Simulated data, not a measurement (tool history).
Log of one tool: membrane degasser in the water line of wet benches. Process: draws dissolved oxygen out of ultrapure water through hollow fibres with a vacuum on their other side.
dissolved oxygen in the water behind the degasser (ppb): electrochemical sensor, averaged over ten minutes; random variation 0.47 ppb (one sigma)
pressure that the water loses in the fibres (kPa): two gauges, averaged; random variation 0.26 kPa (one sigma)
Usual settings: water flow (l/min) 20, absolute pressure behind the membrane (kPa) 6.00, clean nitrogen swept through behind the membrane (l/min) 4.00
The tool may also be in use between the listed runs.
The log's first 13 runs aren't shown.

run    hour  water flow (l/min)  absolute pressure behind the membrane (kPa)  clean nitrogen swept through behind the membrane (l/min)  dissolved oxygen in the water behind the degasser (ppb)  pressure that the water loses in the fibres (kPa)
 14   566.0                  20                                         6.85                                                      4.00                                                     47.0                                              70.13
 15   627.5                  20                                         6.85                                                      4.00                                                     47.9                                              70.19
 16   677.0                  20                                         6.85                                                      4.00                                                     47.8                                              70.60
 17   718.0                  20                                         6.85                                                      4.00                                                     47.4                                              70.80
 18   776.5                  25                                         6.00                                                     11.22                                                     21.1                                              87.54
 19   815.5                  15                                         4.73                                                      3.86                                                     16.5                                              52.91
 20   873.1                  15                                         4.73                                                      3.86                                                     15.6                                              52.31
 21   915.8                  15                                        11.54                                                      3.86                                                     80.8                                              52.83
 22   960.0                  15                                        11.54                                                      3.86                                                     81.7                                              52.98
 23   988.8                  12                                         3.64                                                      4.00                                                      3.9                                              42.61
 24  1031.1                  25                                         6.08                                                      4.00                                                     49.6                                              88.20
 25  1091.4                  25                                         6.08                                                      4.00                                                     49.6                                              88.51
 26  1134.2                  17                                        10.36                                                      4.02                                                     77.6                                              59.82
 27  1188.6                  29                                        12.62                                                      1.63                                                    379.3                                             102.40
 28  1235.2                  29                                        12.62                                                      1.63                                                    374.9                                             101.67
 29  1262.7                  32                                         4.93                                                      4.00                                                     46.2                                             113.10
 30  1314.5                  20                                         8.76                                                      2.07                                                    131.0                                              70.15
 31  1354.9                  21                                         4.69                                                      3.34                                                     27.0                                              74.22
 32  1413.7                  21                                         4.69                                                      3.34                                                     27.5                                              74.28
 33  1456.3                  16                                         4.69                                                      3.34                                                     19.4                                              56.23

Forecast each of these 3 alternatives for the next run:
  A  1515.5                  22                                        13.67                                                      5.88                                                        ?                                                  ?
  B  1515.5                  23                                        13.91                                                     11.26                                                        ?                                                  ?
  C  1515.5                  22                                         4.69                                                      3.34                                                        ?                                                  ?

run  dissolved oxygen in the water behind the degasser (ppb)  pressure that the water loses in the fibres (kPa)
  A                                                    100.4                                              77.23
  B                                                     59.1                                              81.47
  C                                                     28.4                                              77.70
Without the tool's hidden state the same runs would have given:
run  dissolved oxygen in the water behind the degasser (ppb)  pressure that the water loses in the fibres (kPa)
  A                                                     98.6                                              76.22
  B                                                     57.9                                              80.41
  C                                                     26.4                                              76.69
